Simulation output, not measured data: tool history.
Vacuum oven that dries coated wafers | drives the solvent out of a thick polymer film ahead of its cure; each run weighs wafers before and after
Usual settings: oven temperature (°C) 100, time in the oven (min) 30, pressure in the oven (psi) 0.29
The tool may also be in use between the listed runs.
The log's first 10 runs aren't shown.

run,hour,oven temperature (°C),time in the oven (min),pressure in the oven (psi),solvent left in the film (%)
11,215,100,30,0.29,2.71
12,233.5,100,30,0.29,2.74
13,253.3,100,27,0.29,3.09
14,269.9,100,27,0.29,3.04
15,293.3,100,27,0.29,3.01
16,324.3,100,27,0.29,3.07
17,353.9,91,30,0.29,4.36
18,382.7,100,30,1.044,4.19
19,397.2,100,30,1.044,4.22
20,428.3,88,30,1.044,6.82
21,458.3,100,30,1.144,4.42
# hour 461.5: vacuum gauge cleaned of residue and calibrated
22,480.7,89,18,0.951,7.83
23,501.9,89,18,0.951,7.83
24,526.6,89,18,0.951,7.88
25,543.3,89,18,0.951,7.92
26,562.4,92,19,0.164,5.55
27,576.8,92,19,0.164,5.62
28,594.3,94,36,0.67,4.17
29,619,103,52,0.238,1.09
# hour 633.2: vacuum gauge cleaned of residue and calibrated, once more
30,651.7,110,26,0.516,1.91
31,680.6,110,26,0.516,1.95
32,700.8,109,21,0.962,3.26
33,731,109,21,0.962,3.26
34,762.7,103,30,0.387,2.26

5 ways to go on from here, each from the tool as it stands after run 34. What would each give?
A,790.4,97,35,0.177,?
B,790.4,115,21,0.26,?
C,790.4,93,25,0.799,?
D,790.4,103,16,1.094,?
E,790.4,103,30,0.318,?

run,solvent left in the film (%)
A,2.31
B,1.48
C,5.52
D,5.46
E,2.16
Without the tool's hidden state the same runs would have given:
run,solvent left in the film (%)
A,2.6
B,1.69
C,5.9
D,5.82
E,2.43
